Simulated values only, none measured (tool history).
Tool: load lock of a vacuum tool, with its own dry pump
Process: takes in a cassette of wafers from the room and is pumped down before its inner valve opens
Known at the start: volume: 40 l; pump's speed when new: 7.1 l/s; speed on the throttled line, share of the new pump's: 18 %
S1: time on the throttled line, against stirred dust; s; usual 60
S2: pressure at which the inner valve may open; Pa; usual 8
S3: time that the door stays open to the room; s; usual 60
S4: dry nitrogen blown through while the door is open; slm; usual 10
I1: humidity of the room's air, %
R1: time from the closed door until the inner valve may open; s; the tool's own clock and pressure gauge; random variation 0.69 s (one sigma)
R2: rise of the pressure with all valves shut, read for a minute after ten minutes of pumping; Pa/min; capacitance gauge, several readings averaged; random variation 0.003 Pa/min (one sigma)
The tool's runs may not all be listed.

| run | hour | S1 | S2 | S3 | S4 | I1 | R1 | R2 |
|---|---|---|---|---|---|---|---|---|
| 1 | 0 | 60 | 8 | 60 | 10 | 49.2 | 104.6 | 0.218 |
| 2 | 307.6 | 60 | 8 | 60 | 10 | 47 | 104.1 | 0.236 |
| 3 | 539.4 | 60 | 8 | 60 | 10 | 44.8 | 104.7 | 0.242 |
| 4 | 862.4 | 60 | 8 | 60 | 10 | 44.3 | 105.5 | 0.241 |
| 5 | 1285 | 32 | 8 | 60 | 10 | 46 | 82.5 | 0.249 |
| 6 | 1614.4 | 53 | 8 | 60 | 10 | 42.7 | 99.3 | 0.268 |
| 7 | 1987.5 | 53 | 8 | 60 | 10 | 44.9 | 99.2 | 0.285 |
| 8 | 2331.6 | 53 | 8 | 60 | 10 | 39.8 | 100 | 0.282 |
| 9 | 2669.9 | 60 | 8 | 29 | 10 | 45.4 | 106.1 | 0.277 |
| 10 | 3035.1 | 60 | 8 | 29 | 10 | 44.7 | 106.9 | 0.293 |
| 11 | 3493.1 | 60 | 8 | 29 | 10 | 48.4 | 107 | 0.304 |
| 12 | 3732.9 | 60 | 15 | 60 | 10 | 43.8 | 101.7 | 0.323 |
| 13 | 4200.5 | 60 | 8 | 60 | 10 | 44.7 | 107.7 | 0.344 |
| 14 | 4580.8 | 60 | 8 | 60 | 10 | 43.3 | 108.5 | 0.36 |
| 15 | 5066.3 | 60 | 6 | 60 | 10 | 44.9 | 109.7 | 0.373 |
| 16 | 5368.5 | 60 | 6 | 60 | 10 | 45.2 | 110.9 | 0.396 |
| 17 | 5804.3 | 60 | 6 | 60 | 10 | 42.9 | 111.9 | 0.399 |
| 18 | 6034.4 | 60 | 6 | 224 | 10 | 44.9 | 111.1 | 0.484 |
| 19 | 6364.2 | 60 | 6 | 224 | 10 | 46 | 111.9 | 0.498 |
| 20 | 6718.9 | 52 | 14 | 90 | 10 | 45.4 | 99.4 | 0.47 |
| 21 | 7127.3 | 60 | 8 | 75 | 25 | 43.3 | 108.6 | 0.443 |
| 22 | 7356.8 | 54 | 8 | 149 | 25 | 47.3 | 105.9 | 0.47 |
| 23 | 7851.6 | 54 | 8 | 149 | 25 | 45.1 | 105 | 0.49 |
| 24 | 8279.2 | 60 | 8 | 60 | 10 | 43.4 | 111.6 | 0.512 |
|  | 8610.8 | door's seal changed, seat wiped |
| 25 | 8717.3 | 111 | 10 | 229 | 25 | 44.8 | 148.8 | 0.081 |
| 26 | 9097.8 | 60 | 15 | 173 | 10 | 45.1 | 106.1 | 0.112 |
| 27 | 9513.9 | 88 | 14 | 175 | 11 | 46.2 | 129.6 | 0.118 |
| 28 | 9726.2 | 88 | 14 | 175 | 11 | 43.5 | 130.9 | 0.104 |
| 29 | 10167.3 | 88 | 14 | 175 | 11 | 43.9 | 131.7 | 0.111 |
| 30 | 10426 | 34 | 12 | 55 | 17 | 49.3 | 90.1 | 0.067 |
| 31 | 10837.2 | 60 | 9 | 34 | 4 | 46.9 | 111.6 | 0.066 |
| 32 | 11185.1 | 60 | 8 | 60 | 21 | 46.3 | 112.7 | 0.062 |
| 33 | 11510.2 | 113 | 14 | 142 | 26 | 44.3 | 150.4 | 0.084 |
| 34 | 11791.6 | 36 | 14 | 148 | 11 | 42 | 91.7 | 0.119 |
| 35 | 12027.6 | 36 | 14 | 148 | 11 | 47.1 | 92.6 | 0.138 |
| 36 | 12347.2 | 36 | 14 | 148 | 11 | 43.7 | 91.2 | 0.132 |
|  | 12745.6 | dry pump taken out, an overhauled one fitted |
| 37 | 12787.5 | 36 | 14 | 148 | 11 | 45.4 | 78.7 | 0.148 |

Forecast each of these 3 alternatives for the next run:
| A | 13043 | 36 | 14 | 55 | 5 | 45.2 | ? | ? |
| B | 13043 | 44 | 8 | 60 | 10 | 43.7 | ? | ? |
| C | 13043 | 36 | 8 | 190 | 33 | 46.4 | ? | ? |

| run | R1 | R2 |
|---|---|---|
| A | 80.4 | 0.114 |
| B | 89.7 | 0.108 |
| C | 83.2 | 0.117 |
Without the tool's hidden state the same runs would have given:
| run | R1 | R2 |
|---|---|---|
| A | 80.3 | 0.059 |
| B | 89.6 | 0.053 |
| C | 83.1 | 0.062 |
